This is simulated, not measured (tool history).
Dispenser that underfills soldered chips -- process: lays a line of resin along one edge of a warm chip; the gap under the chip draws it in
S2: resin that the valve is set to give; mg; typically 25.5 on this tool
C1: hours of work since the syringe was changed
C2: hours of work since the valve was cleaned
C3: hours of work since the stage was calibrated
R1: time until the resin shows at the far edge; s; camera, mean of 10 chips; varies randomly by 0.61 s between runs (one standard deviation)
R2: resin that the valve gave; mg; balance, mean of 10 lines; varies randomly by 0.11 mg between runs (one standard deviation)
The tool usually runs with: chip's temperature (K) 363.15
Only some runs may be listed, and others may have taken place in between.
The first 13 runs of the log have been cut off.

{"run": 14, "hour": 40.0, "chip's temperature (K)": 349.15, "S2": 31.5, "C1": 5, "C2": 18, "C3": 80, "R1": 120.4, "R2": 31.03}
{"run": 15, "hour": 43.9, "chip's temperature (K)": 369.15, "S2": 25.5, "C1": 8, "C2": 21, "C3": 83, "R1": 81.5, "R2": 24.9}
{"run": 16, "hour": 47.2, "chip's temperature (K)": 369.15, "S2": 25.5, "C1": 10, "C2": 23, "C3": 85, "R1": 97.9, "R2": 25.09}
{"hour": 49.9, "done": "new syringe of resin"}
{"run": 17, "hour": 50.1, "chip's temperature (K)": 369.15, "S2": 25.5, "C1": 0, "C2": 25, "C3": 87, "R1": 46.5, "R2": 25.04}
{"run": 18, "hour": 52.3, "chip's temperature (K)": 369.15, "S2": 25.5, "C1": 2, "C2": 27, "C3": 89, "R1": 52, "R2": 24.76}
{"run": 19, "hour": 54.5, "chip's temperature (K)": 369.15, "S2": 31.4, "C1": 3, "C2": 28, "C3": 90, "R1": 57.6, "R2": 30.54}
{"run": 20, "hour": 58.0, "chip's temperature (K)": 373.15, "S2": 21.8, "C1": 6, "C2": 31, "C3": 93, "R1": 65.9, "R2": 21.21}
{"run": 21, "hour": 60.5, "chip's temperature (K)": 373.15, "S2": 21.8, "C1": 8, "C2": 33, "C3": 95, "R1": 74.4, "R2": 21.41}
{"run": 22, "hour": 64.9, "chip's temperature (K)": 363.15, "S2": 23.6, "C1": 11, "C2": 36, "C3": 98, "R1": 125.6, "R2": 22.96}
{"hour": 66.2, "done": "new syringe of resin"}
{"run": 23, "hour": 68.5, "chip's temperature (K)": 373.15, "S2": 23.7, "C1": 2, "C2": 38, "C3": 100, "R1": 45.9, "R2": 22.74}
{"run": 24, "hour": 71.5, "chip's temperature (K)": 373.15, "S2": 21.8, "C1": 4, "C2": 41, "C3": 103, "R1": 56.1, "R2": 21.02}
{"run": 25, "hour": 74.7, "chip's temperature (K)": 373.15, "S2": 21.8, "C1": 6, "C2": 43, "C3": 105, "R1": 65.8, "R2": 20.95}
{"run": 26, "hour": 77.4, "chip's temperature (K)": 373.15, "S2": 21.8, "C1": 8, "C2": 45, "C3": 107, "R1": 76.8, "R2": 20.89}
{"run": 27, "hour": 81.4, "chip's temperature (K)": 372.15, "S2": 25.1, "C1": 11, "C2": 48, "C3": 110, "R1": 95.6, "R2": 23.93}
{"hour": 82.4, "done": "new syringe of resin"}
{"run": 28, "hour": 84.6, "chip's temperature (K)": 372.15, "S2": 25.1, "C1": 2, "C2": 50, "C3": 112, "R1": 48.2, "R2": 23.92}
{"run": 29, "hour": 87.1, "chip's temperature (K)": 371.15, "S2": 24.7, "C1": 3, "C2": 52, "C3": 114, "R1": 56.7, "R2": 23.63}
{"run": 30, "hour": 90.2, "chip's temperature (K)": 369.15, "S2": 24.3, "C1": 6, "C2": 54, "C3": 116, "R1": 72.7, "R2": 22.96}
{"run": 31, "hour": 93.6, "chip's temperature (K)": 368.15, "S2": 31.7, "C1": 8, "C2": 57, "C3": 119, "R1": 89.7, "R2": 29.76}
{"run": 32, "hour": 96.9, "chip's temperature (K)": 350.15, "S2": 24.1, "C1": 11, "C2": 59, "C3": 121, "R1": 188, "R2": 22.83}
{"hour": 98.7, "done": "new syringe of resin"}
{"run": 33, "hour": 100.2, "chip's temperature (K)": 350.15, "S2": 24.1, "C1": 1, "C2": 61, "C3": 123, "R1": 91, "R2": 22.51}
{"run": 34, "hour": 102.8, "chip's temperature (K)": 351.15, "S2": 27, "C1": 3, "C2": 63, "C3": 125, "R1": 99.4, "R2": 25.52}
{"run": 35, "hour": 105.2, "chip's temperature (K)": 351.15, "S2": 27, "C1": 5, "C2": 65, "C3": 127, "R1": 114.2, "R2": 25.07}
{"run": 36, "hour": 108.4, "chip's temperature (K)": 351.15, "S2": 27, "C1": 7, "C2": 67, "C3": 129, "R1": 136.8, "R2": 25.2}
{"run": 37, "hour": 112.2, "chip's temperature (K)": 351.15, "S2": 27, "C1": 10, "C2": 70, "C3": 132, "R1": 166.8, "R2": 25.4}

Alternative continuations, all from the tool just after run 37; predict every row:
{"hour": 115.0, "done": "new syringe of resin"}
{"run": "A", "hour": 116.3, "chip's temperature (K)": 352.15, "S2": 24.5, "C1": 1, "C2": 73, "C3": 135, "R1": "?", "R2": "?"}
{"hour": 115.0, "done": "new syringe of resin"}
{"run": "B", "hour": 116.3, "chip's temperature (K)": 362.15, "S2": 28.2, "C1": 1, "C2": 73, "C3": 135, "R1": "?", "R2": "?"}
{"hour": 115.0, "done": "new syringe of resin"}
{"run": "C", "hour": 116.3, "chip's temperature (K)": 371.15, "S2": 26.1, "C1": 1, "C2": 73, "C3": 135, "R1": "?", "R2": "?"}

run=A R1=85.6 R2=22.77
run=B R1=61.2 R2=26.35
run=C R1=47.9 R2=24.28
With no hidden state in the tool, these same runs would have given:
run=A R1=74.2 R2=24.4
run=B R1=53.4 R2=28.24
run=C R1=41.7 R2=26.02
